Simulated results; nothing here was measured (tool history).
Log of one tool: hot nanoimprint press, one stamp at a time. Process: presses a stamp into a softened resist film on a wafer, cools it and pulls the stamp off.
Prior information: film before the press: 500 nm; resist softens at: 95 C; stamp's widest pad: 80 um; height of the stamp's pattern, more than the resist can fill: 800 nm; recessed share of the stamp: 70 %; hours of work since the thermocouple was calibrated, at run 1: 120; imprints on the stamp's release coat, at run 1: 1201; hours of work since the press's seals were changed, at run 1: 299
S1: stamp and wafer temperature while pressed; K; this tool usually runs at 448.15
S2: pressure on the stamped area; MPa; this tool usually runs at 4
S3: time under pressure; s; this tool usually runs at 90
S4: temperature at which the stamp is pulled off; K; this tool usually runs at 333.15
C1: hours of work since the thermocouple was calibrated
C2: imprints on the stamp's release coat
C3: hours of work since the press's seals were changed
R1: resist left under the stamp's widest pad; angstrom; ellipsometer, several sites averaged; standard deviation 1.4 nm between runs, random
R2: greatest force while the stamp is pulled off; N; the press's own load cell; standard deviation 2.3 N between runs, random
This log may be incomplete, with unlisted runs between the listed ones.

run 1 hour=0 | S1=448.15 S2=4 S3=90 S4=333.15 | C1=120 C2=1201 C3=299 | R1=2063 R2=136
-- hour=15.6 stamp cleaned and given a new release coat
run 2 hour=59.9 | S1=448.15 S2=4 S3=90 S4=333.15 | C1=143 C2=109 C3=322 | R1=2079 R2=110
run 3 hour=109.7 | S1=448.15 S2=4 S3=46 S4=333.15 | C1=164 C2=232 C3=344 | R1=2582 R2=111
run 4 hour=149.9 | S1=448.15 S2=4 S3=46 S4=333.15 | C1=181 C2=331 C3=361 | R1=2633 R2=110
run 5 hour=202.2 | S1=448.15 S2=4 S3=90 S4=339.15 | C1=203 C2=460 C3=383 | R1=2073 R2=106
run 6 hour=236.6 | S1=448.15 S2=4 S3=90 S4=339.15 | C1=218 C2=545 C3=398 | R1=2057 R2=118
run 7 hour=288.9 | S1=448.15 S2=4 S3=90 S4=339.15 | C1=240 C2=674 C3=420 | R1=2052 R2=116
run 8 hour=319.5 | S1=448.15 S2=4 S3=90 S4=333.15 | C1=253 C2=750 C3=433 | R1=2018 R2=127
run 9 hour=376.6 | S1=448.15 S2=4 S3=90 S4=341.15 | C1=278 C2=891 C3=457 | R1=2017 R2=112
run 10 hour=419.9 | S1=448.15 S2=4 S3=90 S4=333.15 | C1=296 C2=998 C3=476 | R1=2026 R2=132
run 11 hour=486.9 | S1=439.15 S2=4 S3=90 S4=333.15 | C1=325 C2=1163 C3=504 | R1=3026 R2=133
-- hour=515.2 stamp cleaned and given a new release coat
run 12 hour=523.4 | S1=448.15 S2=4 S3=90 S4=333.15 | C1=338 C2=20 C3=517 | R1=2016 R2=108
run 13 hour=554.4 | S1=448.15 S2=4 S3=90 S4=333.15 | C1=351 C2=97 C3=531 | R1=1993 R2=105
run 14 hour=582.3 | S1=448.15 S2=3.26 S3=90 S4=333.15 | C1=363 C2=166 C3=543 | R1=2240 R2=105

What does the tool deliver on the next run?
run 15 hour=629.9 | S1=451.15 S2=4 S3=90 S4=333.15 | C1=383 C2=283 C3=563 | R1=? R2=?

R1: 1756 angstrom
R2: 110 N
Minus the tool's unlogged condition, the same run would have read R1 1856 angstrom, R2 104 N.
